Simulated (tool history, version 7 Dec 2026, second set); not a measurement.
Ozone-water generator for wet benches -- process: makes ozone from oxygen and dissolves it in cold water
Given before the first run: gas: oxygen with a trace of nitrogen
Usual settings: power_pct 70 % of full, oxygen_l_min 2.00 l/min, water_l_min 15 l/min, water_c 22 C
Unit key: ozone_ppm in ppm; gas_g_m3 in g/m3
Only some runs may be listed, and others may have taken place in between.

Run 1, hour 0.0: usual settings. Result: ozone_ppm 16.4 ppm, gas_g_m3 214.7 g/m3.
At hour 29.0: water thermometer calibrated.
Run 2, hour 183.5: usual settings but water_l_min 12 l/min. Result: ozone_ppm 20.0 ppm, gas_g_m3 215.1 g/m3.
Run 3, hour 309.2: usual settings but water_l_min 12 l/min. Result: ozone_ppm 19.9 ppm, gas_g_m3 214.5 g/m3.
Run 4, hour 384.2: usual settings but water_l_min 12 l/min. Result: ozone_ppm 19.8 ppm, gas_g_m3 211.9 g/m3.
Run 5, hour 535.3: usual settings but water_l_min 12 l/min. Result: ozone_ppm 19.8 ppm, gas_g_m3 212.9 g/m3.
Run 6, hour 718.4: usual settings. Result: ozone_ppm 15.9 ppm, gas_g_m3 213.8 g/m3.
Run 7, hour 796.0: usual settings but oxygen_l_min 1.34 l/min. Result: ozone_ppm 15.4 ppm, gas_g_m3 268.1 g/m3.
Run 8, hour 930.7: usual settings but power_pct 46 % of full, water_c 18 C. Result: ozone_ppm 13.5 ppm, gas_g_m3 170.4 g/m3.

What does the tool deliver on the next run?
Run 9, hour 1054.8: usual settings but power_pct 50 % of full, oxygen_l_min 1.16 l/min, water_l_min 16 l/min, water_c 14 C. Result: ozone_ppm ?, gas_g_m3 ?.

ozone_ppm: 11.9 ppm
gas_g_m3: 243.4 g/m3
Minus the tool's unlogged condition, the same run would have read ozone_ppm 13.4 ppm, gas_g_m3 265.3 g/m3.
